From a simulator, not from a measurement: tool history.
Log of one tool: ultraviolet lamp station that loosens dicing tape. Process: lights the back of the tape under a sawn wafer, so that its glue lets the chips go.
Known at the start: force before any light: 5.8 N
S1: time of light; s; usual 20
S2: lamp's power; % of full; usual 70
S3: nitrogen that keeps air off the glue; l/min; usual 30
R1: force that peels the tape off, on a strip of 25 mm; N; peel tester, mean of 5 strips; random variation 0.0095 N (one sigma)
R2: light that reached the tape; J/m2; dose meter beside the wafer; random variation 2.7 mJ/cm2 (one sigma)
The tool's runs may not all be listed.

run,hour,S1,S2,S3,R1,R2
1,0.0,20,70,30,0.561,3020
2,13.9,20,70,30,0.548,3040
3,30.3,20,70,10,1.233,2960
4,46.3,15,70,10,1.763,2230
5,60.9,20,70,30,0.580,2960
6,73.6,20,97,30,0.319,4040
# hour 76.9: window cleaned of glue's vapour
7,81.7,20,70,19,0.919,2650
8,89.0,20,70,19,0.986,2670
9,104.2,20,70,19,0.971,2590
# hour 110.0: window cleaned of glue's vapour, once more
10,114.4,20,70,30,0.422,3440
11,123.0,20,70,30,0.430,3440
12,140.1,20,70,30,0.451,3410
13,157.3,20,97,30,0.267,4640
14,169.3,20,79,30,0.368,3820
15,177.1,20,79,30,0.368,3770
16,184.7,20,79,30,0.384,3760
17,193.9,20,79,30,0.387,3730
18,210.2,16,70,30,0.710,2640
19,225.3,16,70,30,0.726,2620
20,241.9,18,70,55,0.403,2860
21,252.4,13,70,30,1.042,2100
22,268.9,13,70,30,1.060,2060
23,283.4,13,61,30,1.307,1770
24,292.4,13,65,20,1.508,1910
25,301.3,17,70,35,0.627,2670
26,317.9,20,98,30,0.293,4310
27,327.3,22,70,24,0.518,3400
28,338.5,28,70,12,0.576,4280
29,346.1,28,80,21,0.309,4900

Forecast each of these 5 alternatives for the next run:
A,361.8,15,68,45,?,?
B,361.8,28,89,21,?,?
C,361.8,28,80,34,?,?
D,361.8,23,78,31,?,?
E,361.8,19,71,21,?,?

run,R1,R2
A,0.733,2160
B,0.264,5300
C,0.245,4800
D,0.348,3890
E,0.753,2890
Without the tool's hidden state the same runs would have given:
run,R1,R2
A,0.538,2570
B,0.217,6300
C,0.211,5700
D,0.267,4620
E,0.554,3430
